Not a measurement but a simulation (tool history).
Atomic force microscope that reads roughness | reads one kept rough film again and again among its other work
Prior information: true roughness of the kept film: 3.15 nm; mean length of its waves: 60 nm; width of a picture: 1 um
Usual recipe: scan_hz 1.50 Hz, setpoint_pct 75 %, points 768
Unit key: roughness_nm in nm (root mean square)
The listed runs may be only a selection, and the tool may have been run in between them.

run   hour  scan_hz  setpoint_pct  points  roughness_nm
  1    0.0     1.50            75     768         2.636
  2    9.7     3.31            75     768         2.304
  3   16.8     3.31            75     768         2.268
  4   24.7     1.50            75     768         2.609
  5   31.1     1.50            75     759         2.579
  6   40.6     1.50            75     759         2.592
  7   51.0     1.50            75     261         2.549
  8   61.6     1.50            75     261         2.566
  9   74.1     1.50            75     261         2.558
 10   80.4     1.50            75     579         2.543
 11   86.6     1.50            75     768         2.534
 12   94.5     1.50            75     768         2.514
 13  102.0     1.50            75     768         2.511
 14  113.1     1.95            75     768         2.443
 15  122.0     1.95            75     768         2.404
 16  130.8     1.95            75     768         2.395
 17  139.2     1.95            75     725         2.400
 18  145.7     1.95            75     725         2.413
 19  152.8     1.95            75     725         2.386
 20  165.4     1.95            75     725         2.381
 21  177.8     1.50            75     768         2.453
 22  186.1     2.09            57     326         2.625
     193.9  -- new tip fitted
 23  196.0     1.62            80     448         2.547
 24  203.0     1.62            80     448         2.539
 25  210.0     1.62            80     448         2.538

Estimate the outcome of run 26 from the log above:
 26  219.7     1.62            67     382             ?

Run 26 measured roughness_nm 2.749 nm (root mean square).
Minus the tool's unlogged condition, the same run would have read roughness_nm 2.783 nm (root mean square).
